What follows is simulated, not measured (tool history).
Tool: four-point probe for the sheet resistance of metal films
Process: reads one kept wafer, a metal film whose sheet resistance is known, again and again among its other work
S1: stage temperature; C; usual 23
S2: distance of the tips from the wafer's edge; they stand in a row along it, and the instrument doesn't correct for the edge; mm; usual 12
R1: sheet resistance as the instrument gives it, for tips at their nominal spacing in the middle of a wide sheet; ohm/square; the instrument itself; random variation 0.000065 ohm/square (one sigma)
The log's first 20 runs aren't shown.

run,hour,S1,S2,R1
21,1464.5,23,6,0.329136
22,1529.7,23,9,0.325095
23,1628.8,29,9,0.322723
24,1683.4,29,10,0.322075
25,1754.0,34,10,0.320110
26,1829.6,21,62,0.322744
27,1877.4,21,62,0.322781
# hour 1884.9: stage's thermometer calibrated
28,1951.1,21,62,0.322971
29,2037.6,29,18,0.320570
30,2111.0,29,18,0.320547
31,2173.6,29,18,0.320599
# hour 2214.2: stage's thermometer calibrated, once more
32,2219.7,25,27,0.321445
33,2306.7,25,8,0.325591
34,2391.1,23,74,0.322125
35,2468.2,25,4,0.337814
36,2540.3,25,4,0.337859
37,2620.0,24,42,0.321999
38,2666.8,24,42,0.322020
39,2745.5,22,25,0.323233
40,2827.8,22,25,0.323340
41,2920.7,22,25,0.323263

3 ways to go on from here, each from the tool as it stands after run 41. What would each give?
A,2997.6,34,6,?
B,2997.6,23,7,?
C,2997.6,21,17,?

run,R1
A,0.325801
B,0.328263
C,0.324274
Without the tool's hidden state the same runs would have given:
run,R1
A,0.323845
B,0.326289
C,0.322322
